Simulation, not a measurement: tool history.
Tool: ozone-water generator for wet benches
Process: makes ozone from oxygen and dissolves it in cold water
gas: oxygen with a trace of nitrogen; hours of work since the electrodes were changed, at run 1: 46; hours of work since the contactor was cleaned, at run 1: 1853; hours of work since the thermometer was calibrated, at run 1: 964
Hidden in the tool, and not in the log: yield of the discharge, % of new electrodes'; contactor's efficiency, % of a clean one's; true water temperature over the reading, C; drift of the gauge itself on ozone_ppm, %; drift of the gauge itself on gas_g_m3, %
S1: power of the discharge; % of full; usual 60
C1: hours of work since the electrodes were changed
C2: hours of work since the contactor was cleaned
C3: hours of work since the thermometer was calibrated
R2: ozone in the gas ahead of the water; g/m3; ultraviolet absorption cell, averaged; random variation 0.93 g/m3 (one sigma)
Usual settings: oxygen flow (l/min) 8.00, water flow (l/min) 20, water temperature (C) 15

run 1 hour=0.0 | S1=60 oxygen_flow_(l/min)=8.00 water_flow_(l/min)=20 water_temperature_(C)=15 | C1=46 C2=1853 C3=964 | dissolved_ozone_(ppm)=21.4 R2=158.0
run 2 hour=39.4 | S1=60 oxygen_flow_(l/min)=8.00 water_flow_(l/min)=20 water_temperature_(C)=15 | C1=71 C2=1878 C3=990 | dissolved_ozone_(ppm)=21.2 R2=155.8
run 3 hour=80.3 | S1=60 oxygen_flow_(l/min)=8.00 water_flow_(l/min)=20 water_temperature_(C)=15 | C1=98 C2=1905 C3=1017 | dissolved_ozone_(ppm)=21.2 R2=157.2
run 4 hour=114.9 | S1=60 oxygen_flow_(l/min)=6.63 water_flow_(l/min)=20 water_temperature_(C)=15 | C1=121 C2=1928 C3=1040 | dissolved_ozone_(ppm)=22.0 R2=176.7
run 5 hour=140.8 | S1=60 oxygen_flow_(l/min)=8.00 water_flow_(l/min)=20 water_temperature_(C)=15 | C1=138 C2=1945 C3=1057 | dissolved_ozone_(ppm)=21.4 R2=155.1
run 6 hour=173.6 | S1=60 oxygen_flow_(l/min)=8.00 water_flow_(l/min)=20 water_temperature_(C)=15 | C1=159 C2=1966 C3=1078 | dissolved_ozone_(ppm)=21.1 R2=156.6
run 7 hour=209.4 | S1=60 oxygen_flow_(l/min)=8.00 water_flow_(l/min)=20 water_temperature_(C)=15 | C1=183 C2=1990 C3=1102 | dissolved_ozone_(ppm)=21.3 R2=156.2
-- hour=217.8 contactor cleaned
run 8 hour=241.3 | S1=60 oxygen_flow_(l/min)=8.00 water_flow_(l/min)=20 water_temperature_(C)=15 | C1=201 C2=15 C3=1120 | dissolved_ozone_(ppm)=21.0 R2=157.4

Forecast run 9:
run 9 hour=271.0 | S1=60 oxygen_flow_(l/min)=8.00 water_flow_(l/min)=20 water_temperature_(C)=15 | C1=221 C2=35 C3=1139 | dissolved_ozone_(ppm)=? R2=?

{"run 9": {"dissolved ozone (ppm)": 20.9, "R2": 155.6}}
Without the tool's hidden state the same run would have given dissolved ozone (ppm) 21.5, R2 156.3 g/m3.

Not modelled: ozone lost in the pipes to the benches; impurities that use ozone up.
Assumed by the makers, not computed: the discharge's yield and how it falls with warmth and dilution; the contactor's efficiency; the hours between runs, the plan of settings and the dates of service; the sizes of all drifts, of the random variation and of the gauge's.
